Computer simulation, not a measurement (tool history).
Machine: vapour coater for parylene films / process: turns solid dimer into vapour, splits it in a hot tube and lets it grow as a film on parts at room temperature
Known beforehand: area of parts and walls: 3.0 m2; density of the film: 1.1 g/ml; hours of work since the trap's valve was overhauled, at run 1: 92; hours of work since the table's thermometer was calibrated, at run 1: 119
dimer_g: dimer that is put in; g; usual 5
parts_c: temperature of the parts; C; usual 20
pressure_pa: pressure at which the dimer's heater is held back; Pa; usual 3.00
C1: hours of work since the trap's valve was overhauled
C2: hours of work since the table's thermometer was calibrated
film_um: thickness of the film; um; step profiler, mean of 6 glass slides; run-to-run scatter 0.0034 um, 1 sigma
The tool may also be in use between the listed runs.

Run 1, day 0.000: usual settings; C1 92; C2 119. Result: film_um 0.867 um.
Run 2, day 0.583: usual settings but dimer_g 3 g; C1 102; C2 129. Result: film_um 0.518 um.
Run 3, day 1.196: usual settings but dimer_g 3 g, parts_c 15 C; C1 112; C2 139. Result: film_um 0.583 um.
Run 4, day 1.879: usual settings but dimer_g 3 g, parts_c 15 C; C1 123; C2 150. Result: film_um 0.583 um.
Run 5, day 2.733: usual settings but dimer_g 3 g, parts_c 15 C; C1 137; C2 164. Result: film_um 0.586 um.
Run 6, day 3.292: usual settings; C1 146; C2 174. Result: film_um 0.867 um.
Run 7, day 4.121: usual settings; C1 160; C2 187. Result: film_um 0.861 um.
Run 8, day 4.979: usual settings but dimer_g 4 g; C1 174; C2 201. Result: film_um 0.690 um.
Run 9, day 5.608: usual settings but dimer_g 4 g; C1 184; C2 212. Result: film_um 0.695 um.
Run 10, day 6.271: usual settings; C1 195; C2 223. Result: film_um 0.859 um.
Run 11, day 6.842: usual settings; C1 205; C2 232. Result: film_um 0.862 um.
Run 12, day 7.554: usual settings; C1 216; C2 244. Result: film_um 0.863 um.
Run 13, day 8.538: usual settings but dimer_g 8 g; C1 232; C2 260. Result: film_um 1.368 um.
Run 14, day 9.450: usual settings but dimer_g 8 g; C1 247; C2 275. Result: film_um 1.364 um.
Run 15, day 10.367: usual settings but dimer_g 8 g; C1 263; C2 290. Result: film_um 1.368 um.
Run 16, day 11.100: usual settings but dimer_g 8 g; C1 275; C2 302. Result: film_um 1.370 um.
Run 17, day 11.767: usual settings but pressure_pa 4.77 Pa; C1 286; C2 313. Result: film_um 0.798 um.
Run 18, day 12.500: usual settings but pressure_pa 10.97 Pa; C1 298; C2 325. Result: film_um 0.698 um.
Run 19, day 13.458: usual settings but parts_c 19 C; C1 313; C2 341. Result: film_um 0.873 um.
Run 20, day 13.942: usual settings but parts_c 19 C; C1 321; C2 349. Result: film_um 0.871 um.
Run 21, day 14.742: usual settings but parts_c 19 C; C1 334; C2 362. Result: film_um 0.870 um.
Run 22, day 15.462: usual settings but parts_c 19 C; C1 346; C2 374. Result: film_um 0.873 um.
Run 23, day 16.096: usual settings but dimer_g 8 g; C1 357; C2 384. Result: film_um 1.359 um.
Run 24, day 17.004: usual settings but dimer_g 8 g; C1 372; C2 399. Result: film_um 1.353 um.
Run 25, day 17.467: usual settings but parts_c 13 C, pressure_pa 3.78 Pa; C1 379; C2 407. Result: film_um 0.969 um.
Run 26, day 18.208: usual settings but parts_c 28 C, pressure_pa 3.78 Pa; C1 391; C2 419. Result: film_um 0.675 um.
Run 27, day 18.729: usual settings but parts_c 28 C, pressure_pa 3.78 Pa; C1 400; C2 427. Result: film_um 0.679 um.
Run 28, day 19.575: usual settings but pressure_pa 5.30 Pa; C1 414; C2 441. Result: film_um 0.775 um.
Run 29, day 20.033: usual settings but pressure_pa 5.30 Pa; C1 422; C2 449. Result: film_um 0.773 um.
Run 30, day 20.771: usual settings but pressure_pa 5.30 Pa; C1 434; C2 461. Result: film_um 0.775 um.
Run 31, day 21.638: usual settings but pressure_pa 5.30 Pa; C1 448; C2 475. Result: film_um 0.775 um.
Run 32, day 22.583: usual settings but dimer_g 6 g, parts_c 21 C; C1 463; C2 491. Result: film_um 0.990 um.
Run 33, day 23.183: usual settings but dimer_g 6 g, parts_c 21 C, pressure_pa 7.58 Pa; C1 473; C2 501. Result: film_um 0.860 um.
Run 34, day 23.912: usual settings but pressure_pa 4.27 Pa; C1 485; C2 513. Result: film_um 0.797 um.
Run 35, day 24.654: usual settings but pressure_pa 4.27 Pa; C1 497; C2 525. Result: film_um 0.802 um.
Run 36, day 25.446: usual settings but dimer_g 8 g, parts_c 21 C, pressure_pa 7.17 Pa; C1 510; C2 538. Result: film_um 1.158 um.
Run 37, day 26.296: usual settings but pressure_pa 4.79 Pa; C1 524; C2 552. Result: film_um 0.774 um.
Run 38, day 26.883: usual settings but parts_c 21 C, pressure_pa 8.62 Pa; C1 534; C2 562. Result: film_um 0.699 um.
Run 39, day 27.854: usual settings but dimer_g 6 g, parts_c 31 C; C1 550; C2 577. Result: film_um 0.773 um.
Run 40, day 28.388: usual settings but dimer_g 6 g, parts_c 31 C, pressure_pa 3.66 Pa; C1 559; C2 586. Result: film_um 0.748 um.
Run 41, day 29.142: usual settings but dimer_g 6 g, parts_c 31 C, pressure_pa 3.66 Pa; C1 571; C2 599. Result: film_um 0.745 um.
Run 42, day 29.804: usual settings but dimer_g 6 g, parts_c 31 C, pressure_pa 3.66 Pa; C1 582; C2 610. Result: film_um 0.746 um.
Run 43, day 30.604: usual settings but dimer_g 7 g, parts_c 16 C, pressure_pa 10.12 Pa; C1 595; C2 623. Result: film_um 1.070 um.
Run 44, day 31.254: usual settings but dimer_g 2 g, parts_c 21 C, pressure_pa 8.78 Pa; C1 606; C2 633. Result: film_um 0.271 um.
Run 45, day 32.133: usual settings but dimer_g 2 g, parts_c 21 C, pressure_pa 8.78 Pa; C1 620; C2 648. Result: film_um 0.271 um.
Run 46, day 32.912: usual settings but dimer_g 2 g, pressure_pa 3.48 Pa; C1 633; C2 661. Result: film_um 0.327 um.
Run 47, day 33.829: usual settings but parts_c 18 C; C1 648; C2 676. Result: film_um 0.872 um.

Selected run-to-run steps in film_um, each split into two signed amounts: the part the tool would show with no hidden state at all (from settings, incoming material and random variation), and the remainder, which goes to the hidden state together with any gauge scatter not common to the measured and the hidden-state-free results:
The tool's hidden condition here consists of: vapour lost through the trap's worn valve, %; true temperature of the parts over the reading, C; drift of the gauge itself on film_um, %.
Run 16 -> 17: dimer_g 8 -> 5, pressure_pa 3.00 -> 4.77. film_um -0.572 um: hidden state +0.012, all else -0.584.
Run 42 -> 43: dimer_g 6 -> 7, parts_c 31 -> 16, pressure_pa 3.66 -> 10.12. film_um +0.324 um: hidden state -0.018, all else +0.342.
Run 43 -> 44: dimer_g 7 -> 2, parts_c 16 -> 21, pressure_pa 10.12 -> 8.78. film_um -0.799 um: hidden state +0.041, all else -0.840.
Run 46 -> 47: dimer_g 2 -> 5, parts_c 20 -> 18, pressure_pa 3.48 -> 3.00. film_um +0.545 um: hidden state -0.031, all else +0.576.
